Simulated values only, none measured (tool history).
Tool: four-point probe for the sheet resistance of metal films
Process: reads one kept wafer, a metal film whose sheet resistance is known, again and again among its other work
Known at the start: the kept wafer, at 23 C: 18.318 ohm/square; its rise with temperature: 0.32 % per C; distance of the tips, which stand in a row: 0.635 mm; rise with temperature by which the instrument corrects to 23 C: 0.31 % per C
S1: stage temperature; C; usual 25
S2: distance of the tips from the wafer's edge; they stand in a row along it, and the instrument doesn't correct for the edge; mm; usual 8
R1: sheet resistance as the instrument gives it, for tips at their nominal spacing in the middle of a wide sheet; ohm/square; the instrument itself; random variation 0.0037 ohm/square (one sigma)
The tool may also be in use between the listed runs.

run    hour  S1  S2         R1
  1     0.0  25   8  18.360196
  2    27.9  25   8  18.364280
  3    56.6  25   8  18.353067
  4    92.6  25   8  18.356712
  5   110.0  25   8  18.360749
  6   130.4  25   8  18.363580
  7   161.6  25   8  18.358007
  8   182.4  25   8  18.357436
  9   216.8  25   8  18.359750
 10   253.6  25  46  18.307620
 11   285.3  25  46  18.299896
 12   320.9  32   8  18.362500
 13   347.5  32   8  18.362146
 14   386.3  32   8  18.359779
 15   417.8  32   8  18.365210
 16   445.8  32   8  18.365379
 17   466.4  25   8  18.364685
 18   498.4  25   8  18.355617
 19   534.4  23   8  18.352047
 20   563.5  23  28  18.292059
 21   585.9  22  18  18.301974
 22   615.2  22  18  18.310682
 23   641.0  22  18  18.305644
 24   682.4  24  72  18.298083
 25   712.1  24  21  18.299399
 26   753.3  24  21  18.309186
 27   783.4  19   3  18.724561
 28   808.5  33   3  18.728804
 29   826.2  33   8  18.358068
 30   844.0  33   8  18.362462
 31   873.5  29   7  18.374693
 32   892.8  22   4  18.538033
 33   930.9  30  15  18.320546
 34   947.7  30  15  18.313532
 35   972.9  30  15  18.320828
 36   994.1  30  15  18.319376
 37  1011.8  27  29  18.303797
 38  1031.6  30   4  18.545230

The same runs without the tool's hidden state, with the same run-to-run variation:
The hidden state here: inner tips' distance over the nominal, %; tips' flats over new ones', %; wafer's true temperature over the reading, C; drift of the gauge itself on sheet_ohm, %.
run         R1
  1  18.383311
  2  18.387408
  3  18.376266
  4  18.379884
  5  18.383967
  6  18.386824
  7  18.381190
  8  18.380665
  9  18.382963
 10  18.330811
 11  18.322998
 12  18.386571
 13  18.386262
 14  18.383926
 15  18.389435
 16  18.389609
 17  18.388023
 18  18.378987
 19  18.375104
 20  18.315100
 21  18.324858
 22  18.333586
 23  18.328582
 24  18.321315
 25  18.322658
 26  18.332518
 27  18.747512
 28  18.754003
 29  18.382919
 30  18.387320
 31  18.398983
 32  18.561356
 33  18.344972
 34  18.337919
 35  18.345237
 36  18.343809
 37  18.327742
 38  18.569919

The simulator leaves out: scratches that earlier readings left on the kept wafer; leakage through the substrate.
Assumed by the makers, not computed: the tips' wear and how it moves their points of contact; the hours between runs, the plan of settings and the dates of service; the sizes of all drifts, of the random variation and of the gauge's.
